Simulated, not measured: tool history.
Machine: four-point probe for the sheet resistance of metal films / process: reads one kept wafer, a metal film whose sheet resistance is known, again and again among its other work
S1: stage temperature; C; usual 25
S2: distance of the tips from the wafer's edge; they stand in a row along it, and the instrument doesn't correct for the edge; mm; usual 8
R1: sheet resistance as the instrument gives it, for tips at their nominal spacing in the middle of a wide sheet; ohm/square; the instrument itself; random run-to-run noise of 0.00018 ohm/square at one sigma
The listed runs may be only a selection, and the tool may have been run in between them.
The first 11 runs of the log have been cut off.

run     day  S1  S2        R1
 12  10.104  26   8  0.910683
 13  11.167  25   8  0.911531
 14  12.588  25   8  0.911680
 15  13.804  25   8  0.911482
 16  15.192  25  55  0.904026
 17  15.800  25  37  0.904373
 18  16.608  25   8  0.911973
     16.762  -- stage's thermometer calibrated
 19  17.592  25   6  0.917554
 20  19.042  25  31  0.904599
 21  20.250  29  25  0.901323
     21.108  -- stage's thermometer calibrated, once more
 22  21.762  33  14  0.900260

Expected results for the next run?
 23  22.417  33  14   ?

Run 23 measured R1 0.900475 ohm/square.
On a tool with no hidden condition, and with the same random variation, this run would have come out at R1 0.900655 ohm/square.
